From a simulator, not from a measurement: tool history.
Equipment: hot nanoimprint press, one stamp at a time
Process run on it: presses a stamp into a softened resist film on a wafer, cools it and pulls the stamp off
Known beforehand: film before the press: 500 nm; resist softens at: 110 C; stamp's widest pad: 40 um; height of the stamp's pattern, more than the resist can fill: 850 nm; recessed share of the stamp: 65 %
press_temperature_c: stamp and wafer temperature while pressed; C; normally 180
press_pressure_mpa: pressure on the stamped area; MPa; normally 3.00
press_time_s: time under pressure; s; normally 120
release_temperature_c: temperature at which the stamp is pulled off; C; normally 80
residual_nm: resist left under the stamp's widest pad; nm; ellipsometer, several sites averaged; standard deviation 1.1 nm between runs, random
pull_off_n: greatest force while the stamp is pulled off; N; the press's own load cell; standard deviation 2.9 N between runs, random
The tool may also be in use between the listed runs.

run,hour,press_temperature_c,press_pressure_mpa,press_time_s,release_temperature_c,residual_nm,pull_off_n
1,0.0,180,3.00,120,80,244.8,210
2,58.2,180,3.29,120,80,233.5,238
3,89.8,180,3.29,120,80,233.9,233
# hour 144.1: stamp cleaned and given a new release coat
4,144.1,180,3.29,120,80,233.1,137
5,169.5,180,3.29,120,80,229.8,140
6,215.2,180,3.29,101,80,246.0,157
7,244.2,180,3.00,120,80,235.8,160
8,292.1,180,3.00,120,80,234.4,173
# hour 311.9: press's hydraulic seals changed and the load cell set to zero
9,328.3,180,3.00,120,80,227.0,177
# hour 340.8: plate thermocouple calibrated
10,386.6,180,3.00,120,81,210.5,192
11,436.1,180,3.00,120,80,208.4,198
12,479.2,180,3.00,120,80,208.0,216
13,506.3,180,3.00,120,80,205.3,217
14,531.7,180,3.00,120,80,205.7,228
15,580.8,180,3.00,120,73,205.7,261
# hour 591.5: plate thermocouple calibrated, once more
# hour 614.6: stamp cleaned and given a new release coat
16,626.5,180,3.00,107,73,263.3,153
17,675.4,184,3.27,107,73,212.6,160
18,701.9,184,3.27,107,73,211.7,163
19,744.8,184,3.27,107,73,211.8,170
20,794.2,180,2.18,113,74,281.8,190
21,839.1,185,1.93,113,74,243.6,200
22,882.1,185,1.93,113,74,240.6,216
23,920.2,185,3.31,113,74,192.0,220
24,972.1,185,3.31,113,74,192.2,230
25,1006.5,185,3.31,113,74,190.0,248
26,1046.3,189,1.87,135,74,189.8,265
# hour 1069.3: stamp cleaned and given a new release coat
27,1084.0,189,3.52,198,84,120.1,139

Predict each of these 3 candidate next runs independently; none follows another, all start after run 27:
A,1134.1,189,1.96,198,84,?,?
B,1134.1,172,1.91,120,79,?,?
C,1134.1,192,3.54,83,80,?,?

run,residual_nm,pull_off_n
A,154.4,147
B,366.7,153
C,156.1,159
Stripped of hidden state, with their random variation kept, the same runs would have yielded:
run,residual_nm,pull_off_n
A,164.3,135
B,382.7,140
C,163.5,145

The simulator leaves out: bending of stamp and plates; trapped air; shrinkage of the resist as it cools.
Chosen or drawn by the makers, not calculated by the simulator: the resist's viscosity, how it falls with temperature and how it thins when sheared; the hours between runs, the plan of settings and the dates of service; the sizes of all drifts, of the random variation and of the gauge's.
